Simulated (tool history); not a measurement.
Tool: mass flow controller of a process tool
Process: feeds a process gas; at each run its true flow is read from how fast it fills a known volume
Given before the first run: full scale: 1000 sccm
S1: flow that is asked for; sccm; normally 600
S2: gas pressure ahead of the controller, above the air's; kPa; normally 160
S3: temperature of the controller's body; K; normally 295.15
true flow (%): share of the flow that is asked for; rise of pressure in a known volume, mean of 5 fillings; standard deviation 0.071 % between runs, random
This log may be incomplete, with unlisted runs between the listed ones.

Run 1, hour 0.0: usual settings. Result: true flow (%) 99.88.
Run 2, hour 84.6: usual settings. Result: true flow (%) 99.94.
Run 3, hour 206.1: usual settings. Result: true flow (%) 99.88.
Run 4, hour 282.6: usual settings. Result: true flow (%) 99.93.
Run 5, hour 367.2: usual settings. Result: true flow (%) 99.93.
Run 6, hour 484.4: usual settings. Result: true flow (%) 99.83.
Run 7, hour 548.1: usual settings. Result: true flow (%) 99.90.
Run 8, hour 671.1: usual settings. Result: true flow (%) 100.01.
Run 9, hour 765.1: usual settings. Result: true flow (%) 100.05.
Run 10, hour 831.4: usual settings. Result: true flow (%) 99.97.
Run 11, hour 945.5: usual settings. Result: true flow (%) 100.02.
Run 12, hour 1013.7: usual settings. Result: true flow (%) 100.02.
Run 13, hour 1130.5: usual settings but S1 264 sccm, S3 309.15 K. Result: true flow (%) 98.84.
Run 14, hour 1200.1: usual settings but S1 264 sccm, S3 309.15 K. Result: true flow (%) 98.70.
Run 15, hour 1255.9: usual settings but S1 264 sccm, S3 309.15 K. Result: true flow (%) 98.64.
Run 16, hour 1365.2: usual settings but S2 165 kPa, S3 311.15 K. Result: true flow (%) 98.90.
Run 17, hour 1461.7: usual settings but S1 443 sccm, S2 172 kPa. Result: true flow (%) 99.80.
Run 18, hour 1511.8: usual settings but S1 133 sccm, S2 164 kPa, S3 309.15 K. Result: true flow (%) 98.54.
Run 19, hour 1578.7: usual settings but S2 198 kPa, S3 312.15 K. Result: true flow (%) 98.67.
Run 20, hour 1697.0: usual settings but S2 198 kPa, S3 312.15 K. Result: true flow (%) 98.76.
Run 21, hour 1779.2: usual settings but S1 595 sccm, S2 189 kPa, S3 298.15 K. Result: true flow (%) 99.74.
Run 22, hour 1900.2: usual settings but S1 595 sccm, S2 189 kPa, S3 298.15 K. Result: true flow (%) 99.71.
Run 23, hour 1974.7: usual settings but S1 744 sccm, S2 167 kPa. Result: true flow (%) 100.13.
Run 24, hour 2075.4: usual settings but S1 744 sccm, S2 167 kPa. Result: true flow (%) 100.14.

Below are 5 alternative next runs, each starting from the tool's condition after run 24. Predict each:
Run A, hour 2137.6: usual settings but S1 777 sccm, S2 229 kPa, S3 303.15 K. Result: true flow (%) ?.
Run B, hour 2137.6: usual settings but S1 214 sccm, S2 146 kPa, S3 296.15 K. Result: true flow (%) ?.
Run C, hour 2137.6: usual settings but S1 248 sccm, S2 212 kPa. Result: true flow (%) ?.
Run D, hour 2137.6: usual settings but S1 181 sccm, S2 167 kPa. Result: true flow (%) ?.
Run E, hour 2137.6: usual settings but S1 214 sccm. Result: true flow (%) ?.

run  true flow (%)
  A          99.29
  B          99.60
  C          99.51
  D          99.57
  E          99.64
What these runs would have given with no unlogged condition in the tool:
run  true flow (%)
  A          99.30
  B          99.61
  C          99.52
  D          99.58
  E          99.65
